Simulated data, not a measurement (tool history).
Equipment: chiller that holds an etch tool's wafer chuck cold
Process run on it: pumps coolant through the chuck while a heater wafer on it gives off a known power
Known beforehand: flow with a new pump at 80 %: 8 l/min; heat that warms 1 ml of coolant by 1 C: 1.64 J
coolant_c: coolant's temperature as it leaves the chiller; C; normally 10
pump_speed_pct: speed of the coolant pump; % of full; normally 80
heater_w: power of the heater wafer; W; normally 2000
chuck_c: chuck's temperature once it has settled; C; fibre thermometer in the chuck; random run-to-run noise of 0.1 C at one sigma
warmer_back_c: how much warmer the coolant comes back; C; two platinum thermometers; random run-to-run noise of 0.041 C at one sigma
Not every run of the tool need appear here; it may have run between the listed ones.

{"run": 1, "hour": 0.0, "coolant_c": 10, "pump_speed_pct": 80, "heater_w": 2000, "chuck_c": 29, "warmer_back_c": 9.39}
{"run": 2, "hour": 38.7, "coolant_c": 10, "pump_speed_pct": 80, "heater_w": 2000, "chuck_c": 29, "warmer_back_c": 9.32}
{"run": 3, "hour": 63.1, "coolant_c": 10, "pump_speed_pct": 80, "heater_w": 2000, "chuck_c": 29.1, "warmer_back_c": 9.29}
{"run": 4, "hour": 99.0, "coolant_c": 10, "pump_speed_pct": 80, "heater_w": 2000, "chuck_c": 29, "warmer_back_c": 9.39}
{"run": 5, "hour": 125.8, "coolant_c": 10, "pump_speed_pct": 80, "heater_w": 2000, "chuck_c": 28.8, "warmer_back_c": 9.34}
{"run": 6, "hour": 154.3, "coolant_c": 10, "pump_speed_pct": 80, "heater_w": 2000, "chuck_c": 29.1, "warmer_back_c": 9.32}
{"run": 7, "hour": 176.4, "coolant_c": 10, "pump_speed_pct": 80, "heater_w": 2000, "chuck_c": 29.1, "warmer_back_c": 9.32}
{"run": 8, "hour": 210.4, "coolant_c": 10, "pump_speed_pct": 80, "heater_w": 2000, "chuck_c": 29, "warmer_back_c": 9.39}
{"run": 9, "hour": 235.9, "coolant_c": 10, "pump_speed_pct": 80, "heater_w": 2000, "chuck_c": 29, "warmer_back_c": 9.31}
{"run": 10, "hour": 262.0, "coolant_c": 10, "pump_speed_pct": 80, "heater_w": 2000, "chuck_c": 29, "warmer_back_c": 9.33}
{"run": 11, "hour": 295.4, "coolant_c": 10, "pump_speed_pct": 92, "heater_w": 2000, "chuck_c": 26.6, "warmer_back_c": 7.97}
{"run": 12, "hour": 325.0, "coolant_c": 10, "pump_speed_pct": 92, "heater_w": 2000, "chuck_c": 26.4, "warmer_back_c": 7.94}
{"run": 13, "hour": 346.8, "coolant_c": 10, "pump_speed_pct": 73, "heater_w": 2000, "chuck_c": 31.2, "warmer_back_c": 10.36}
{"run": 14, "hour": 375.0, "coolant_c": 10, "pump_speed_pct": 73, "heater_w": 2000, "chuck_c": 31.1, "warmer_back_c": 10.32}
{"run": 15, "hour": 405.7, "coolant_c": 8, "pump_speed_pct": 91, "heater_w": 2000, "chuck_c": 24.8, "warmer_back_c": 7.98}
{"run": 16, "hour": 437.4, "coolant_c": 10, "pump_speed_pct": 97, "heater_w": 1101, "chuck_c": 18.3, "warmer_back_c": 4.11}
{"run": 17, "hour": 472.8, "coolant_c": 10, "pump_speed_pct": 88, "heater_w": 2979, "chuck_c": 35.9, "warmer_back_c": 12.58}
{"run": 18, "hour": 498.7, "coolant_c": 10, "pump_speed_pct": 68, "heater_w": 2356, "chuck_c": 37.1, "warmer_back_c": 13.28}
{"run": 19, "hour": 525.1, "coolant_c": 10, "pump_speed_pct": 68, "heater_w": 2356, "chuck_c": 37, "warmer_back_c": 13.33}
{"run": 20, "hour": 542.5, "coolant_c": 6, "pump_speed_pct": 80, "heater_w": 1217, "chuck_c": 17.8, "warmer_back_c": 5.77}
{"run": 21, "hour": 575.1, "coolant_c": 17, "pump_speed_pct": 93, "heater_w": 1844, "chuck_c": 32, "warmer_back_c": 7.3}
{"run": 22, "hour": 591.4, "coolant_c": 17, "pump_speed_pct": 98, "heater_w": 2549, "chuck_c": 36.8, "warmer_back_c": 9.56}
{"run": 23, "hour": 607.5, "coolant_c": 9, "pump_speed_pct": 75, "heater_w": 1545, "chuck_c": 24.9, "warmer_back_c": 7.82}
{"run": 24, "hour": 639.5, "coolant_c": 10, "pump_speed_pct": 73, "heater_w": 1209, "chuck_c": 22.7, "warmer_back_c": 6.27}
{"run": 25, "hour": 674.1, "coolant_c": 1, "pump_speed_pct": 80, "heater_w": 2000, "chuck_c": 20.4, "warmer_back_c": 9.46}
{"run": 26, "hour": 694.4, "coolant_c": 1, "pump_speed_pct": 80, "heater_w": 2000, "chuck_c": 20.3, "warmer_back_c": 9.4}
{"run": 27, "hour": 725.0, "coolant_c": 1, "pump_speed_pct": 80, "heater_w": 2000, "chuck_c": 20.4, "warmer_back_c": 9.42}

Branching from run 27: 4 alternative next runs. What would each branch give?
{"run": "A", "hour": 763.6, "coolant_c": 6, "pump_speed_pct": 60, "heater_w": 2973, "chuck_c": "?", "warmer_back_c": "?"}
{"run": "B", "hour": 763.6, "coolant_c": 10, "pump_speed_pct": 80, "heater_w": 1353, "chuck_c": "?", "warmer_back_c": "?"}
{"run": "C", "hour": 763.6, "coolant_c": 18, "pump_speed_pct": 64, "heater_w": 2333, "chuck_c": "?", "warmer_back_c": "?"}
{"run": "D", "hour": 763.6, "coolant_c": 17, "pump_speed_pct": 81, "heater_w": 1860, "chuck_c": "?", "warmer_back_c": "?"}

run=A chuck_c=45.5 warmer_back_c=19.37
run=B chuck_c=22.9 warmer_back_c=6.4
run=C chuck_c=46.8 warmer_back_c=14.14
run=D chuck_c=34.7 warmer_back_c=8.65
With no hidden state in the tool, these same runs would have given:
run=A chuck_c=39.3 warmer_back_c=18.87
run=B chuck_c=21.1 warmer_back_c=6.23
run=C chuck_c=42.4 warmer_back_c=13.78
run=D chuck_c=32.1 warmer_back_c=8.42
